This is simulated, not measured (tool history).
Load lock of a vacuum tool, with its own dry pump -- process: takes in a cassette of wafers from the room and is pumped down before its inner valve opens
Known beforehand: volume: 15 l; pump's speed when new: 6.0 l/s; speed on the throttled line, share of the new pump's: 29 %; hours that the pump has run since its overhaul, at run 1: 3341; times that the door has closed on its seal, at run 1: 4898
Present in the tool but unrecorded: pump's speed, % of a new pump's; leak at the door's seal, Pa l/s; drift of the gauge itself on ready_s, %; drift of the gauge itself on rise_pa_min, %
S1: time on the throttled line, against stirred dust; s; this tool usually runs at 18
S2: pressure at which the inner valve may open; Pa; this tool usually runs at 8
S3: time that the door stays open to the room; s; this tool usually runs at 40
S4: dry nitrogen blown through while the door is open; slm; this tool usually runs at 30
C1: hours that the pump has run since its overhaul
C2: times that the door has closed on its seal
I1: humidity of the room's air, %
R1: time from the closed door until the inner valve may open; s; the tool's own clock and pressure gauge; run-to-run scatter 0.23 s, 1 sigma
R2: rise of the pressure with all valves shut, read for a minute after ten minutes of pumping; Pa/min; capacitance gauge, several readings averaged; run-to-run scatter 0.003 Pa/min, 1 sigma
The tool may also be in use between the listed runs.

Run 1, hour 0.0: usual settings; C1 3341; C2 4898; I1 48.3. Result: R1 37.3 s, R2 0.031 Pa/min.
Run 2, hour 57.4: usual settings; C1 3398; C2 5039; I1 43.8. Result: R1 37.2 s, R2 0.027 Pa/min.
Run 3, hour 139.2: usual settings; C1 3480; C2 5239; I1 43.9. Result: R1 37.1 s, R2 0.040 Pa/min.
Run 4, hour 220.4: usual settings; C1 3562; C2 5438; I1 43.7. Result: R1 36.8 s, R2 0.032 Pa/min.
Run 5, hour 291.5: usual settings but S4 13 slm; C1 3633; C2 5612; I1 47.7. Result: R1 36.8 s, R2 0.047 Pa/min.
Run 6, hour 330.1: usual settings; C1 3671; C2 5707; I1 45.9. Result: R1 36.6 s, R2 0.036 Pa/min.
Run 7, hour 397.6: usual settings but S4 4 slm; C1 3739; C2 5872; I1 41.6. Result: R1 37.1 s, R2 0.064 Pa/min.
Run 8, hour 449.9: usual settings; C1 3791; C2 6000; I1 43.4. Result: R1 36.7 s, R2 0.034 Pa/min.
Run 9, hour 537.2: usual settings but S4 20 slm; C1 3878; C2 6214; I1 46.4. Result: R1 37.1 s, R2 0.044 Pa/min.
Run 10, hour 625.2: usual settings but S2 15 Pa, S4 20 slm; C1 3966; C2 6430; I1 45.4. Result: R1 34.9 s, R2 0.039 Pa/min.
Run 11, hour 711.9: usual settings but S2 15 Pa, S4 20 slm; C1 4053; C2 6642; I1 44.3. Result: R1 35.5 s, R2 0.041 Pa/min.
Run 12, hour 776.4: usual settings but S2 15 Pa, S4 20 slm; C1 4118; C2 6800; I1 45.4. Result: R1 35.2 s, R2 0.040 Pa/min.
Run 13, hour 838.3: usual settings but S2 15 Pa, S4 20 slm; C1 4179; C2 6952; I1 40.4. Result: R1 35.4 s, R2 0.040 Pa/min.
Run 14, hour 919.0: usual settings but S2 15 Pa, S4 20 slm; C1 4260; C2 7149; I1 45.7. Result: R1 35.6 s, R2 0.047 Pa/min.
Run 15, hour 997.1: usual settings but S1 26 s, S2 15 Pa, S4 20 slm; C1 4338; C2 7340; I1 47.1. Result: R1 41.2 s, R2 0.043 Pa/min.
Run 16, hour 1060.7: usual settings but S1 26 s, S2 15 Pa, S4 20 slm; C1 4402; C2 7496; I1 41.4. Result: R1 41.3 s, R2 0.039 Pa/min.
Run 17, hour 1131.9: usual settings but S1 26 s, S2 15 Pa, S4 20 slm; C1 4473; C2 7671; I1 46.3. Result: R1 41.0 s, R2 0.046 Pa/min.
Run 18, hour 1208.8: usual settings but S3 146 s; C1 4550; C2 7859; I1 45.8. Result: R1 37.1 s, R2 0.064 Pa/min.
Run 19, hour 1297.1: usual settings but S1 10 s, S2 13 Pa; C1 4638; C2 8075; I1 43.9. Result: R1 30.1 s, R2 0.037 Pa/min.
Run 20, hour 1384.9: usual settings but S4 5 slm; C1 4726; C2 8290; I1 45.6. Result: R1 37.5 s, R2 0.063 Pa/min.
Run 21, hour 1429.1: usual settings but S4 5 slm; C1 4770; C2 8398; I1 45.0. Result: R1 37.3 s, R2 0.063 Pa/min.
Run 22, hour 1486.2: usual settings but S3 29 s; C1 4827; C2 8538; I1 41.7. Result: R1 37.3 s, R2 0.038 Pa/min.
Run 23, hour 1557.8: usual settings but S2 7 Pa, S4 15 slm; C1 4899; C2 8714; I1 45.4. Result: R1 37.8 s, R2 0.047 Pa/min.
Run 24, hour 1632.3: usual settings but S1 16 s, S2 7 Pa, S3 41 s, S4 15 slm; C1 4973; C2 8896; I1 45.4. Result: R1 35.8 s, R2 0.050 Pa/min.
Run 25, hour 1694.7: usual settings but S3 33 s; C1 5036; C2 9049; I1 43.7. Result: R1 37.3 s, R2 0.038 Pa/min.
Run 26, hour 1782.2: usual settings but S1 12 s, S2 7 Pa, S3 86 s, S4 5 slm; C1 5123; C2 9263; I1 43.7. Result: R1 33.3 s, R2 0.091 Pa/min.
Run 27, hour 1861.8: usual settings but S1 12 s, S2 7 Pa, S3 86 s, S4 5 slm; C1 5203; C2 9458; I1 43.0. Result: R1 33.4 s, R2 0.088 Pa/min.
Run 28, hour 1928.1: usual settings but S1 12 s, S2 7 Pa, S3 86 s, S4 5 slm; C1 5269; C2 9621; I1 45.2. Result: R1 33.4 s, R2 0.095 Pa/min.
Run 29, hour 1989.6: usual settings but S1 16 s, S2 15 Pa, S4 21 slm; C1 5331; C2 9771; I1 40.2. Result: R1 34.0 s, R2 0.047 Pa/min.
Run 30, hour 2040.2: usual settings but S1 16 s, S2 7 Pa, S3 67 s, S4 21 slm; C1 5381; C2 9895; I1 46.5. Result: R1 36.5 s, R2 0.054 Pa/min.
Run 31, hour 2081.8: usual settings but S1 16 s, S2 7 Pa, S3 67 s, S4 21 slm; C1 5423; C2 9997; I1 44.6. Result: R1 35.7 s, R2 0.057 Pa/min.

Below are 5 alternative next runs, each starting from the tool's condition after run 31. Predict each:
Run A, hour 2121.6: usual settings but S1 16 s, S2 11 Pa, S3 128 s, S4 21 slm; C1 5463; C2 10095; I1 45.8. Result: R1 ?, R2 ?.
Run B, hour 2121.6: usual settings but S3 63 s, S4 8 slm; C1 5463; C2 10095; I1 45.4. Result: R1 ?, R2 ?.
Run C, hour 2121.6: usual settings but S1 16 s, S2 7 Pa, S3 67 s, S4 5 slm; C1 5463; C2 10095; I1 44.4. Result: R1 ?, R2 ?.
Run D, hour 2121.6: usual settings but S1 21 s, S2 7 Pa, S3 67 s, S4 21 slm; C1 5463; C2 10095; I1 44.6. Result: R1 ?, R2 ?.
Run E, hour 2121.6: usual settings but S1 19 s, S2 13 Pa; C1 5463; C2 10095; I1 43.8. Result: R1 ?, R2 ?.

run    R1     R2
  A  34.9  0.067
  B  37.1  0.072
  C  36.1  0.084
  D  39.6  0.057
  E  36.5  0.048
Without the tool's hidden state the same runs would have given:
run    R1     R2
  A  34.2  0.043
  B  36.5  0.047
  C  35.4  0.059
  D  38.9  0.033
  E  35.9  0.023
